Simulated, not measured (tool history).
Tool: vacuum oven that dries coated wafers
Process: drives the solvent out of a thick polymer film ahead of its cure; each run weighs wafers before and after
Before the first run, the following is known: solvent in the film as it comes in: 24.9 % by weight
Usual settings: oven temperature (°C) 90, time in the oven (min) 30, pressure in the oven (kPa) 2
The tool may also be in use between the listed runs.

{"run": 1, "hour": 0.0, "oven temperature (°C)": 90, "time in the oven (min)": 30, "pressure in the oven (kPa)": 2, "solvent left in the film (%)": 1.66}
{"run": 2, "hour": 73.6, "oven temperature (°C)": 90, "time in the oven (min)": 30, "pressure in the oven (kPa)": 2, "solvent left in the film (%)": 1.7}
{"run": 3, "hour": 162.2, "oven temperature (°C)": 90, "time in the oven (min)": 30, "pressure in the oven (kPa)": 7.37, "solvent left in the film (%)": 4.06}
{"hour": 175.4, "done": "oven's thermocouples calibrated"}
{"run": 4, "hour": 225.2, "oven temperature (°C)": 90, "time in the oven (min)": 30, "pressure in the oven (kPa)": 2, "solvent left in the film (%)": 1.68}
{"run": 5, "hour": 299.7, "oven temperature (°C)": 90, "time in the oven (min)": 30, "pressure in the oven (kPa)": 1.2, "solvent left in the film (%)": 1.27}
{"run": 6, "hour": 367.1, "oven temperature (°C)": 90, "time in the oven (min)": 21, "pressure in the oven (kPa)": 2, "solvent left in the film (%)": 2.89}
{"run": 7, "hour": 428.1, "oven temperature (°C)": 90, "time in the oven (min)": 21, "pressure in the oven (kPa)": 2, "solvent left in the film (%)": 2.9}
{"run": 8, "hour": 510.0, "oven temperature (°C)": 90, "time in the oven (min)": 21, "pressure in the oven (kPa)": 6.45, "solvent left in the film (%)": 4.76}
{"run": 9, "hour": 594.7, "oven temperature (°C)": 90, "time in the oven (min)": 52, "pressure in the oven (kPa)": 2.23, "solvent left in the film (%)": 1.13}
{"run": 10, "hour": 639.1, "oven temperature (°C)": 90, "time in the oven (min)": 52, "pressure in the oven (kPa)": 2.23, "solvent left in the film (%)": 1.11}

Run 11, settings as shown, results not yet in. Your forecast:
{"run": 11, "hour": 709.8, "oven temperature (°C)": 103, "time in the oven (min)": 33, "pressure in the oven (kPa)": 4.06, "solvent left in the film (%)": "?"}

solvent left in the film (%): 1.24
Without the tool's hidden state the same run would have given solvent left in the film (%) 1.23.
